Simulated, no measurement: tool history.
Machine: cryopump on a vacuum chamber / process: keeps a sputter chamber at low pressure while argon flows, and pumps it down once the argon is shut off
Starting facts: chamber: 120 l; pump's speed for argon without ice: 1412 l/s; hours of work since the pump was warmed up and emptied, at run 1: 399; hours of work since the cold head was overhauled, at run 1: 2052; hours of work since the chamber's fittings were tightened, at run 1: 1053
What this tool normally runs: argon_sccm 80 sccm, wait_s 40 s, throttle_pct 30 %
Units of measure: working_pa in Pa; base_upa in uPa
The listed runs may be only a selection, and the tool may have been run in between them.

run    hour  argon_sccm  wait_s  throttle_pct  hours of work since the pump was warmed up and emptied  hours of work since the cold head was overhauled  hours of work since the chamber's fittings were tightened  working_pa  base_upa
  1     0.0          80      40            30                                                     399                                              2052                                                       1053      0.3442      2.60
  2    59.2          80      40            30                                                     447                                              2099                                                       1100      0.3488      2.85
  3   107.3          80      40            30                                                     485                                              2138                                                       1139      0.3518      2.84
      171.2  -- pump warmed up, emptied and cooled again
  4   174.5          80      40            30                                                       3                                              2187                                                       1189      0.3226      2.53
  5   250.8          80      40            30                                                      64                                              2249                                                       1250      0.3267      2.56
  6   286.2          80      40            30                                                      92                                              2277                                                       1278      0.3261      2.60
  7   321.4          80     201            30                                                     120                                              2305                                                       1306      0.3288      1.96
  8   381.9          80     201            30                                                     169                                              2354                                                       1355      0.3313      1.99
  9   449.7          80     201            30                                                     223                                              2408                                                       1409      0.3346      2.03
 10   492.2          80     201            30                                                     257                                              2442                                                       1443      0.3379      2.15
 11   568.6          80      49            30                                                     319                                              2503                                                       1505      0.3429      2.97
 12   602.9          80      49            30                                                     346                                              2531                                                       1532      0.3446      3.06
 13   652.0          80      40            30                                                     385                                              2570                                                       1571      0.3480      3.37
 14   695.3          38      22            22                                                     420                                              2605                                                       1606      0.2209      4.33
 15   734.4          75     156            22                                                     451                                              2636                                                       1637      0.4414      2.74
 16   773.9          75      67            41                                                     483                                              2668                                                       1669      0.2555      3.19
      843.5  -- pump warmed up, emptied and cooled again
 17   846.9          46      40            30                                                       3                                              2722                                                       1724      0.1855      3.06
 18   888.0          46      40            30                                                      36                                              2755                                                       1757      0.1878      3.14
 19   960.6          89      20            30                                                      94                                              2813                                                       1815      0.3668      4.21
 20  1016.6          90      44            24                                                     139                                              2858                                                       1860      0.4637      3.25
 21  1061.8          90      44            24                                                     175                                              2894                                                       1896      0.4671      3.31
 22  1136.0          80      54            30                                                     234                                              2954                                                       1955      0.3377      3.32
 23  1173.1          80      54            30                                                     264                                              2984                                                       1985      0.3432      3.40
 24  1216.5          80      65            36                                                     299                                              3019                                                       2020      0.2899      3.37
     1234.4  -- leaking fittings of the chamber tightened, without venting
 25  1252.3         121     116            48                                                     326                                              3046                                                         14      0.3415      0.65
 26  1285.9          34     167            21                                                     353                                              3072                                                         41      0.2054      0.60

Branching from run 26: 5 alternative next runs. What would each branch give?
  A  1345.9          77      40            30                                                     401                                              3121                                                         89           ?         ?
  B  1345.9          87      49            48                                                     401                                              3121                                                         89           ?         ?
  C  1345.9         113     110            37                                                     401                                              3121                                                         89           ?         ?
  D  1345.9          89     272            37                                                     401                                              3121                                                         89           ?         ?
  E  1345.9          34     270            30                                                     401                                              3121                                                         89           ?         ?

run  working_pa  base_upa
  A      0.3363      1.48
  B      0.2538      1.23
  C      0.4098      0.79
  D      0.3231      0.56
  E      0.1491      0.56
The same runs, with their run-to-run variation unchanged, on a tool lacking any hidden condition would have given:
run  working_pa  base_upa
  A      0.3053      1.28
  B      0.2183      1.04
  C      0.3641      0.60
  D      0.2869      0.37
  E      0.1353      0.37
